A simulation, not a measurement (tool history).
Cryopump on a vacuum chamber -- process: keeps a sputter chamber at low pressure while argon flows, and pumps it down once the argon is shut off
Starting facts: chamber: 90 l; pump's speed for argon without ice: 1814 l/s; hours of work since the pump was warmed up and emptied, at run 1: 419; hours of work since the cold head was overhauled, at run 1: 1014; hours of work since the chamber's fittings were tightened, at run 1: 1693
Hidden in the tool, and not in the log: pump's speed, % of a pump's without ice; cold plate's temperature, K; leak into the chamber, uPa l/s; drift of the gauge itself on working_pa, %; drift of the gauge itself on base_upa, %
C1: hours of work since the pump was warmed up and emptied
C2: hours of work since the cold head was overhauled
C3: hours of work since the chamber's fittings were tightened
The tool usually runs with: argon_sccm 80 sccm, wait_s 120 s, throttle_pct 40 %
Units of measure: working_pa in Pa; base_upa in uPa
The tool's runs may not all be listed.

run 1 day=0.000 | argon_sccm=80 wait_s=120 throttle_pct=40 | C1=419 C2=1014 C3=1693 | working_pa=0.2005 base_upa=1.94
run 2 day=4.338 | argon_sccm=80 wait_s=274 throttle_pct=40 | C1=466 C2=1061 C3=1739 | working_pa=0.2055 base_upa=1.97
run 3 day=6.858 | argon_sccm=80 wait_s=274 throttle_pct=40 | C1=493 C2=1088 C3=1766 | working_pa=0.2053 base_upa=1.97
run 4 day=11.358 | argon_sccm=80 wait_s=80 throttle_pct=40 | C1=541 C2=1136 C3=1815 | working_pa=0.2080 base_upa=2.28
run 5 day=13.983 | argon_sccm=80 wait_s=120 throttle_pct=56 | C1=569 C2=1164 C3=1843 | working_pa=0.1571 base_upa=2.32
-- day=14.642 pump warmed up, emptied and cooled again
run 6 day=16.396 | argon_sccm=80 wait_s=120 throttle_pct=40 | C1=19 C2=1188 C3=1866 | working_pa=0.1897 base_upa=1.78
run 7 day=19.229 | argon_sccm=80 wait_s=54 throttle_pct=40 | C1=49 C2=1218 C3=1897 | working_pa=0.1910 base_upa=2.13
run 8 day=22.612 | argon_sccm=80 wait_s=54 throttle_pct=40 | C1=85 C2=1254 C3=1933 | working_pa=0.1898 base_upa=2.22
run 9 day=24.521 | argon_sccm=80 wait_s=54 throttle_pct=40 | C1=106 C2=1275 C3=1953 | working_pa=0.1919 base_upa=2.21
run 10 day=28.950 | argon_sccm=80 wait_s=54 throttle_pct=40 | C1=153 C2=1322 C3=2001 | working_pa=0.1928 base_upa=2.27
run 11 day=32.004 | argon_sccm=80 wait_s=54 throttle_pct=29 | C1=186 C2=1355 C3=2034 | working_pa=0.2661 base_upa=2.37
run 12 day=34.042 | argon_sccm=80 wait_s=54 throttle_pct=29 | C1=208 C2=1377 C3=2055 | working_pa=0.2659 base_upa=2.42
run 13 day=36.554 | argon_sccm=80 wait_s=54 throttle_pct=29 | C1=235 C2=1404 C3=2082 | working_pa=0.2678 base_upa=2.51
run 14 day=39.354 | argon_sccm=80 wait_s=54 throttle_pct=29 | C1=265 C2=1434 C3=2112 | working_pa=0.2673 base_upa=2.48
run 15 day=42.425 | argon_sccm=80 wait_s=28 throttle_pct=52 | C1=298 C2=1467 C3=2145 | working_pa=0.1570 base_upa=2.99
-- day=43.342 leaking fittings of the chamber tightened, without venting
run 16 day=45.512 | argon_sccm=80 wait_s=28 throttle_pct=52 | C1=330 C2=1499 C3=23 | working_pa=0.1586 base_upa=1.14
run 17 day=48.446 | argon_sccm=102 wait_s=291 throttle_pct=21 | C1=361 C2=1530 C3=55 | working_pa=0.4729 base_upa=0.34
run 18 day=52.629 | argon_sccm=33 wait_s=60 throttle_pct=58 | C1=406 C2=1575 C3=99 | working_pa=0.0607 base_upa=0.78
run 19 day=56.079 | argon_sccm=134 wait_s=78 throttle_pct=30 | C1=443 C2=1612 C3=136 | working_pa=0.4490 base_upa=0.68
run 20 day=58.979 | argon_sccm=144 wait_s=120 throttle_pct=39 | C1=474 C2=1643 C3=167 | working_pa=0.3847 base_upa=0.58
run 21 day=62.992 | argon_sccm=56 wait_s=35 throttle_pct=53 | C1=517 C2=1686 C3=210 | working_pa=0.1151 base_upa=1.17
run 22 day=66.633 | argon_sccm=56 wait_s=35 throttle_pct=53 | C1=556 C2=1725 C3=249 | working_pa=0.1164 base_upa=1.18

Forecast run 23:
-- day=68.646 pump warmed up, emptied and cooled again
run 23 day=70.121 | argon_sccm=152 wait_s=163 throttle_pct=34 | C1=16 C2=1760 C3=285 | working_pa=? base_upa=?

working_pa: 0.4217 Pa
base_upa: 0.52 uPa
Take away the tool's hidden state, keep the run-to-run variation as it was, and the same run would have given working_pa 0.4180 Pa, base_upa 0.28 uPa.
